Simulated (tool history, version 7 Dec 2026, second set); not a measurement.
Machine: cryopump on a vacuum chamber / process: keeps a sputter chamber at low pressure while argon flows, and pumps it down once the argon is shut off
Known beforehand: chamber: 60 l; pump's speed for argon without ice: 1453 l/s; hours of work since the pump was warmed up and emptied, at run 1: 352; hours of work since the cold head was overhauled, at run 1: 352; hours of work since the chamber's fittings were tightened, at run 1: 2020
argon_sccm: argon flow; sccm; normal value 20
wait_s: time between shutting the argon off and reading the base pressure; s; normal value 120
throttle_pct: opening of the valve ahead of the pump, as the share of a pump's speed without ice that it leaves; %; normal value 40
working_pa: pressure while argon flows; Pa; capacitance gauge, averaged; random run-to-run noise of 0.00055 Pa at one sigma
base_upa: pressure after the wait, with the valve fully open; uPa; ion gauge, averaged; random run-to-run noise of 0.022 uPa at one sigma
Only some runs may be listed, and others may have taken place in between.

run,day,argon_sccm,wait_s,throttle_pct,hours of work since the pump was warmed up and emptied,hours of work since the cold head was overhauled,hours of work since the chamber's fittings were tightened,working_pa,base_upa
1,0,20,120,40,352,352,2020,0.0648,3.25
2,0.546,20,120,21,360,360,2028,0.1166,3.21
3,1.142,20,120,40,368,368,2036,0.065,3.08
4,1.738,20,120,40,377,377,2045,0.065,3.35
5,2.342,20,120,40,385,385,2053,0.0652,3.23
6,2.662,20,120,40,390,390,2058,0.0652,3.31
7,3.208,20,68,40,398,398,2065,0.0651,3.66
8,3.712,20,68,40,405,405,2073,0.0649,3.64
9,4.296,20,120,40,413,413,2081,0.0646,3.39
10,4.929,20,120,40,422,422,2090,0.0662,3.49
11,5.333,20,120,40,428,428,2096,0.0665,3.6
12,5.758,20,120,40,434,434,2102,0.0666,3.52
13,6.192,20,120,40,440,440,2108,0.0668,3.45
14,6.646,20,120,40,446,446,2114,0.0662,3.43
15,7.308,20,120,40,456,456,2124,0.0671,3.52
16,7.758,20,120,40,462,462,2130,0.0666,3.52
17,8.296,20,120,40,470,470,2138,0.0677,3.62
18,8.979,20,120,40,479,479,2147,0.0673,3.67
19,9.654,30,217,46,489,489,2157,0.0892,3.55
20,9.962,10,42,18,493,493,2161,0.0694,4.4
21,10.312,10,25,50,498,498,2166,0.0277,5.19
22,10.667,27,23,18,503,503,2171,0.1895,5.48
# day 10.833: leaking fittings of the chamber tightened, without venting
23,11.417,27,23,18,513,513,8,0.1894,2.27
24,11.933,21,53,25,520,520,16,0.1088,1.23
25,12.421,21,53,25,527,527,23,0.1084,1.24
26,12.888,21,53,25,534,534,29,0.1089,1.22
27,13.467,9,71,18,542,542,37,0.0624,1.02
28,13.871,14,120,17,548,548,43,0.1038,0.78
29,14.262,20,21,27,553,553,49,0.0982,2.51
30,14.858,35,21,27,562,562,57,0.1712,2.55
31,15.212,15,297,33,567,567,62,0.0619,0.61
32,15.708,33,118,26,574,574,69,0.168,0.85
33,16.108,33,120,26,579,579,75,0.1683,0.87
34,16.471,20,174,40,584,584,80,0.0715,0.75

3 options for the next run, each taken on its own from the tool as it stands now. Forecast them:
A,16.975,14,99,40,592,592,87,?,?
B,16.975,9,174,33,592,592,87,?,?
C,16.975,16,43,25,592,592,87,?,?

run,working_pa,base_upa
A,0.0491,0.94
B,0.038,0.78
C,0.0846,1.52
With no hidden state in the tool, these same runs would have given:
run,working_pa,base_upa
A,0.0402,0.66
B,0.0322,0.49
C,0.0745,1.24
